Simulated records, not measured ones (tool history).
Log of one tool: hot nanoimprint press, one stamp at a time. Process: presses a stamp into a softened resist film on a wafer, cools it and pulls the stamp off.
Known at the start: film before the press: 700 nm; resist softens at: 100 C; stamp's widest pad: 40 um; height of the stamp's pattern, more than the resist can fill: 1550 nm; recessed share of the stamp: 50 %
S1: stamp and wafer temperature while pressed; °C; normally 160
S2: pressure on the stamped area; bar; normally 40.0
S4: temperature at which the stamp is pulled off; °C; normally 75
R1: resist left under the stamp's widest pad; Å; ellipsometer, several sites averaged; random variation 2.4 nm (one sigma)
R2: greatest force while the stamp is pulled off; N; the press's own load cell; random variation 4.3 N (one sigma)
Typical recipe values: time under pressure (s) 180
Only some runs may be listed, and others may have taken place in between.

{"run": 1, "day": 0.0, "S1": 160, "S2": 40.0, "time under pressure (s)": 180, "S4": 75, "R1": 4183, "R2": 265}
{"run": 2, "day": 0.746, "S1": 160, "S2": 40.0, "time under pressure (s)": 180, "S4": 75, "R1": 4197, "R2": 269}
{"run": 3, "day": 1.233, "S1": 160, "S2": 40.0, "time under pressure (s)": 180, "S4": 75, "R1": 4216, "R2": 252}
{"run": 4, "day": 1.804, "S1": 160, "S2": 40.0, "time under pressure (s)": 200, "S4": 75, "R1": 4018, "R2": 265}
{"run": 5, "day": 2.4, "S1": 160, "S2": 40.0, "time under pressure (s)": 200, "S4": 75, "R1": 4023, "R2": 258}
{"run": 6, "day": 2.858, "S1": 160, "S2": 40.0, "time under pressure (s)": 200, "S4": 75, "R1": 4050, "R2": 268}
{"run": 7, "day": 3.362, "S1": 160, "S2": 40.0, "time under pressure (s)": 200, "S4": 75, "R1": 4085, "R2": 266}
{"day": 3.833, "done": "stamp cleaned and given a new release coat"}
{"run": 8, "day": 4.346, "S1": 160, "S2": 40.0, "time under pressure (s)": 200, "S4": 75, "R1": 4073, "R2": 214}
{"run": 9, "day": 4.892, "S1": 160, "S2": 40.0, "time under pressure (s)": 200, "S4": 75, "R1": 4068, "R2": 214}
{"run": 10, "day": 5.733, "S1": 160, "S2": 40.0, "time under pressure (s)": 200, "S4": 75, "R1": 4101, "R2": 216}
{"run": 11, "day": 6.35, "S1": 160, "S2": 44.2, "time under pressure (s)": 180, "S4": 75, "R1": 4150, "R2": 220}
{"run": 12, "day": 7.233, "S1": 160, "S2": 60.3, "time under pressure (s)": 180, "S4": 75, "R1": 3682, "R2": 212}
{"run": 13, "day": 7.638, "S1": 157, "S2": 40.0, "time under pressure (s)": 180, "S4": 75, "R1": 4832, "R2": 214}
{"run": 14, "day": 8.15, "S1": 157, "S2": 40.0, "time under pressure (s)": 180, "S4": 75, "R1": 4805, "R2": 219}
{"run": 15, "day": 8.696, "S1": 157, "S2": 40.0, "time under pressure (s)": 180, "S4": 75, "R1": 4830, "R2": 221}
{"run": 16, "day": 9.467, "S1": 157, "S2": 40.0, "time under pressure (s)": 92, "S4": 81, "R1": 5566, "R2": 204}
{"run": 17, "day": 10.204, "S1": 157, "S2": 55.7, "time under pressure (s)": 98, "S4": 81, "R1": 5163, "R2": 206}
{"run": 18, "day": 10.958, "S1": 154, "S2": 60.6, "time under pressure (s)": 180, "S4": 75, "R1": 4941, "R2": 216}
{"run": 19, "day": 11.762, "S1": 154, "S2": 60.6, "time under pressure (s)": 180, "S4": 75, "R1": 4921, "R2": 223}
{"run": 20, "day": 12.229, "S1": 169, "S2": 26.9, "time under pressure (s)": 122, "S4": 61, "R1": 3699, "R2": 256}
{"run": 21, "day": 12.996, "S1": 169, "S2": 26.9, "time under pressure (s)": 122, "S4": 61, "R1": 3767, "R2": 262}
{"run": 22, "day": 13.392, "S1": 169, "S2": 26.9, "time under pressure (s)": 122, "S4": 61, "R1": 3696, "R2": 261}
{"run": 23, "day": 13.846, "S1": 169, "S2": 47.3, "time under pressure (s)": 341, "S4": 61, "R1": 1933, "R2": 259}
{"day": 14.104, "done": "plate thermocouple calibrated"}
{"run": 24, "day": 14.508, "S1": 169, "S2": 47.3, "time under pressure (s)": 341, "S4": 61, "R1": 1753, "R2": 255}
{"run": 25, "day": 15.088, "S1": 166, "S2": 34.7, "time under pressure (s)": 113, "S4": 81, "R1": 3702, "R2": 206}
{"run": 26, "day": 15.621, "S1": 165, "S2": 34.7, "time under pressure (s)": 187, "S4": 81, "R1": 3192, "R2": 214}
{"run": 27, "day": 16.133, "S1": 160, "S2": 41.5, "time under pressure (s)": 180, "S4": 65, "R1": 3913, "R2": 246}
{"run": 28, "day": 16.579, "S1": 160, "S2": 41.5, "time under pressure (s)": 188, "S4": 83, "R1": 3917, "R2": 208}
{"run": 29, "day": 17.383, "S1": 160, "S2": 40.0, "time under pressure (s)": 228, "S4": 83, "R1": 3711, "R2": 208}

What if the next run were any one of these 4? Each begins from the tool's condition after run 29:
{"run": "A", "day": 17.846, "S1": 171, "S2": 37.5, "time under pressure (s)": 228, "S4": 83, "R1": "?", "R2": "?"}
{"run": "B", "day": 17.846, "S1": 160, "S2": 27.4, "time under pressure (s)": 185, "S4": 75, "R1": "?", "R2": "?"}
{"run": "C", "day": 17.846, "S1": 168, "S2": 37.1, "time under pressure (s)": 180, "S4": 75, "R1": "?", "R2": "?"}
{"run": "D", "day": 17.846, "S1": 157, "S2": 40.0, "time under pressure (s)": 180, "S4": 83, "R1": "?", "R2": "?"}

run=A R1=2122 R2=206
run=B R1=4493 R2=227
run=C R1=2764 R2=218
run=D R1=4557 R2=204
Stripped of hidden state, with their random variation kept, the same runs would have yielded:
run=A R1=2072 R2=188
run=B R1=4424 R2=207
run=C R1=2701 R2=199
run=D R1=4476 R2=186

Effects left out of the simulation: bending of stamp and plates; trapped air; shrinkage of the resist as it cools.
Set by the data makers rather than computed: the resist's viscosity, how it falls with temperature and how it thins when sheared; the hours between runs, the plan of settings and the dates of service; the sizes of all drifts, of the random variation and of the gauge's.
